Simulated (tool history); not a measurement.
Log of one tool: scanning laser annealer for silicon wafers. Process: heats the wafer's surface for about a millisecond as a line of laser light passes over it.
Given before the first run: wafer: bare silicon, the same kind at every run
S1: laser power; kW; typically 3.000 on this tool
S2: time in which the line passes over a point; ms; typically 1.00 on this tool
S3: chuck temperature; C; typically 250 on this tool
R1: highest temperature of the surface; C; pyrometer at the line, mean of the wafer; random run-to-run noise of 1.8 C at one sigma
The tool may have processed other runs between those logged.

run   hour     S1    S2   S3    R1
  1    0.0  3.000  1.00  250  1040
  2   22.2  3.000  1.00  250  1034
  3   51.8  3.000  1.00  250  1032
  4   97.3  3.000  1.00  250  1031
  5  137.6  3.000  1.00  250  1027
  6  181.2  3.000  1.00  250  1022
  7  201.4  3.000  1.00  250  1021
  8  231.2  3.000  1.00  250  1023
  9  260.9  3.000  1.00  250  1017
 10  289.4  3.000  1.00  250  1019
 11  315.7  3.000  1.00  250  1018
 12  344.6  3.000  1.00  250  1017
 13  375.4  3.000  1.00  250  1014
 14  407.5  3.000  1.23  250  1107
     428.0  -- optics aligned, line set to its width
 15  452.9  3.000  1.24  219  1096
     467.3  -- window over the wafer cleaned
 16  483.0  3.000  1.24  219  1149
 17  518.1  3.023  0.86  214   975
 18  551.6  3.000  1.11  250  1120
 19  586.3  3.000  1.11  250  1115
 20  630.6  3.000  1.11  250  1115
 21  666.4  3.000  1.11  250  1110
 22  712.9  3.000  1.11  250  1111
 23  740.0  2.777  0.92  250   947
 24  780.3  2.777  0.92  250   945
 25  799.0  2.777  0.92  250   942
 26  840.3  3.161  0.97  212  1059
 27  863.4  3.247  0.84  217  1027

4 options for the next run, each taken on its own from the tool as it stands now. Forecast them:
  A  887.1  3.273  1.04  250   ?
  B  887.1  2.978  0.84  252   ?
  C  887.1  3.077  0.84  217   ?
  D  887.1  2.998  1.09  284   ?

run    R1
  A  1169
  B   968
  C   967
  D  1122
Had the tool no hidden state, the same runs would have come out as:
run    R1
  A  1191
  B   984
  C   985
  D  1142
